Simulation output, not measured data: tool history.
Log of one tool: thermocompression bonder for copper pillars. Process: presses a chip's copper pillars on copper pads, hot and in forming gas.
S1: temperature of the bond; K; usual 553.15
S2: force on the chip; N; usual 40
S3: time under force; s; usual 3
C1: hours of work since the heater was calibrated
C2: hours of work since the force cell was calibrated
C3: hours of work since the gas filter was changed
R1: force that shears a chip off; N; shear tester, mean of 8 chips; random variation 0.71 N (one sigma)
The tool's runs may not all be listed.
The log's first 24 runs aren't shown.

run 25 hour=789.2 | S1=540.15 S2=45 S3=6 | C1=528 C2=1659 C3=127 | R1=54.1
run 26 hour=834.5 | S1=554.15 S2=32 S3=3 | C1=556 C2=1687 C3=155 | R1=38.4
run 27 hour=880.2 | S1=533.15 S2=43 S3=2 | C1=585 C2=1716 C3=184 | R1=31
run 28 hour=902.1 | S1=581.15 S2=43 S3=5 | C1=599 C2=1729 C3=197 | R1=68.4
run 29 hour=923.5 | S1=553.15 S2=45 S3=3 | C1=612 C2=1743 C3=211 | R1=47.1
-- hour=946.7 force cell calibrated
run 30 hour=955.9 | S1=579.15 S2=45 S3=3 | C1=632 C2=6 C3=230 | R1=59.3
run 31 hour=981.2 | S1=579.15 S2=45 S3=3 | C1=647 C2=22 C3=246 | R1=58.2
run 32 hour=1025.9 | S1=579.15 S2=45 S3=3 | C1=675 C2=50 C3=274 | R1=57.6
run 33 hour=1049.4 | S1=548.15 S2=35 S3=8 | C1=690 C2=64 C3=289 | R1=55.7
run 34 hour=1087.9 | S1=548.15 S2=35 S3=8 | C1=714 C2=88 C3=313 | R1=56

Forecast each of these 4 alternatives for the next run:
run A hour=1127.4 | S1=577.15 S2=43 S3=2 | C1=739 C2=113 C3=337 | R1=?
run B hour=1127.4 | S1=562.15 S2=38 S3=9 | C1=739 C2=113 C3=337 | R1=?
run C hour=1127.4 | S1=548.15 S2=35 S3=8 | C1=739 C2=113 C3=337 | R1=?
run D hour=1127.4 | S1=540.15 S2=27 S3=3 | C1=739 C2=113 C3=337 | R1=?

run=A R1=47.9
run=B R1=66.1
run=C R1=54.8
run=D R1=29.7
Without the tool's hidden state the same runs would have given:
run=A R1=55.4
run=B R1=76.2
run=C R1=63.6
run=D R1=34.7
